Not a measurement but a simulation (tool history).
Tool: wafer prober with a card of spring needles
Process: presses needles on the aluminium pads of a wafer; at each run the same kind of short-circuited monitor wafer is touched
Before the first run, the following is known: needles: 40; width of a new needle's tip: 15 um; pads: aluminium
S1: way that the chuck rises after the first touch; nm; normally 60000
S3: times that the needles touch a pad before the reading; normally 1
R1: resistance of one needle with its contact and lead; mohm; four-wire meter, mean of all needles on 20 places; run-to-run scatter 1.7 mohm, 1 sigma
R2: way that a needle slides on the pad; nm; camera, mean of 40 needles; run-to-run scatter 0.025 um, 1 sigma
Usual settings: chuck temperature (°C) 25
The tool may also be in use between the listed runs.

run 1 hour=0.0 | S1=60000 chuck_temperature_(°C)=25 S3=1 | R1=169 R2=15280
run 2 hour=8.5 | S1=60000 chuck_temperature_(°C)=25 S3=1 | R1=168 R2=15310
-- hour=11.3 tips cleaned on abrasive film
run 3 hour=16.3 | S1=60000 chuck_temperature_(°C)=25 S3=1 | R1=167 R2=15230
-- hour=23.2 tips cleaned on abrasive film
run 4 hour=23.2 | S1=60000 chuck_temperature_(°C)=25 S3=3 | R1=167 R2=15250
-- hour=36.3 tips cleaned on abrasive film
run 5 hour=38.4 | S1=60000 chuck_temperature_(°C)=25 S3=3 | R1=170 R2=15260
run 6 hour=45.2 | S1=60000 chuck_temperature_(°C)=25 S3=3 | R1=168 R2=15270
-- hour=48.8 tips cleaned on abrasive film
run 7 hour=53.0 | S1=62000 chuck_temperature_(°C)=25 S3=1 | R1=171 R2=15800
-- hour=61.2 tips cleaned on abrasive film
run 8 hour=66.2 | S1=62000 chuck_temperature_(°C)=25 S3=1 | R1=170 R2=15760
-- hour=73.4 tips cleaned on abrasive film
run 9 hour=81.2 | S1=60000 chuck_temperature_(°C)=29 S3=1 | R1=167 R2=15300
-- hour=85.4 tips cleaned on abrasive film
run 10 hour=87.9 | S1=61000 chuck_temperature_(°C)=25 S3=1 | R1=165 R2=15490
run 11 hour=95.3 | S1=61000 chuck_temperature_(°C)=57 S3=1 | R1=170 R2=15520
-- hour=98.2 tips cleaned on abrasive film
run 12 hour=109.9 | S1=61000 chuck_temperature_(°C)=57 S3=1 | R1=175 R2=15500
-- hour=111.0 tips cleaned on abrasive film
run 13 hour=121.9 | S1=61000 chuck_temperature_(°C)=57 S3=1 | R1=176 R2=15540
-- hour=123.3 tips cleaned on abrasive film
-- hour=135.8 tips cleaned on abrasive film
run 14 hour=136.8 | S1=45000 chuck_temperature_(°C)=25 S3=1 | R1=171 R2=11420
-- hour=147.9 tips cleaned on abrasive film
run 15 hour=152.3 | S1=45000 chuck_temperature_(°C)=25 S3=1 | R1=171 R2=11420
-- hour=159.8 tips cleaned on abrasive film
run 16 hour=167.3 | S1=45000 chuck_temperature_(°C)=25 S3=1 | R1=173 R2=11420
-- hour=172.1 tips cleaned on abrasive film
run 17 hour=180.5 | S1=45000 chuck_temperature_(°C)=25 S3=1 | R1=171 R2=11470
-- hour=184.7 tips cleaned on abrasive film
run 18 hour=195.6 | S1=41000 chuck_temperature_(°C)=52 S3=1 | R1=178 R2=10410
-- hour=197.1 tips cleaned on abrasive film
-- hour=202.6 height of the first contact set anew
run 19 hour=203.4 | S1=60000 chuck_temperature_(°C)=25 S3=2 | R1=167 R2=15260
-- hour=210.1 tips cleaned on abrasive film
run 20 hour=219.3 | S1=67000 chuck_temperature_(°C)=111 S3=2 | R1=182 R2=17040
-- hour=222.3 tips cleaned on abrasive film
run 21 hour=227.3 | S1=67000 chuck_temperature_(°C)=111 S3=2 | R1=184 R2=17050
-- hour=235.4 tips cleaned on abrasive film
run 22 hour=238.6 | S1=77000 chuck_temperature_(°C)=111 S3=1 | R1=178 R2=19600
-- hour=248.2 tips cleaned on abrasive film
run 23 hour=249.0 | S1=77000 chuck_temperature_(°C)=111 S3=1 | R1=179 R2=19570
run 24 hour=256.3 | S1=55000 chuck_temperature_(°C)=88 S3=1 | R1=180 R2=13990
-- hour=260.1 tips cleaned on abrasive film
run 25 hour=265.3 | S1=55000 chuck_temperature_(°C)=88 S3=1 | R1=183 R2=14000
-- hour=273.0 tips cleaned on abrasive film
run 26 hour=280.1 | S1=55000 chuck_temperature_(°C)=88 S3=1 | R1=180 R2=13990
-- hour=285.3 tips cleaned on abrasive film
run 27 hour=294.4 | S1=60000 chuck_temperature_(°C)=60 S3=2 | R1=172 R2=15300
-- hour=297.7 tips cleaned on abrasive film
-- hour=310.1 tips cleaned on abrasive film
run 28 hour=310.1 | S1=58000 chuck_temperature_(°C)=76 S3=2 | R1=179 R2=14730
run 29 hour=320.1 | S1=58000 chuck_temperature_(°C)=39 S3=1 | R1=169 R2=14780
-- hour=322.6 tips cleaned on abrasive film
-- hour=334.6 tips cleaned on abrasive film
run 30 hour=334.6 | S1=58000 chuck_temperature_(°C)=39 S3=1 | R1=171 R2=14690
run 31 hour=342.5 | S1=54000 chuck_temperature_(°C)=32 S3=2 | R1=169 R2=13760
-- hour=346.6 tips cleaned on abrasive film
run 32 hour=350.1 | S1=52000 chuck_temperature_(°C)=97 S3=2 | R1=184 R2=13250
-- hour=358.7 tips cleaned on abrasive film
run 33 hour=359.5 | S1=40000 chuck_temperature_(°C)=25 S3=2 | R1=172 R2=10160

Alternative continuations, all from the tool just after run 33; predict every row:
run A hour=367.1 | S1=60000 chuck_temperature_(°C)=76 S3=1 | R1=? R2=?
run B hour=367.1 | S1=41000 chuck_temperature_(°C)=25 S3=2 | R1=? R2=?
run C hour=367.1 | S1=40000 chuck_temperature_(°C)=105 S3=2 | R1=? R2=?

run=A R1=176 R2=15280
run=B R1=173 R2=10460
run=C R1=187 R2=10190
What these runs would have given with no unlogged condition in the tool:
run=A R1=176 R2=15290
run=B R1=172 R2=10460
run=C R1=186 R2=10190
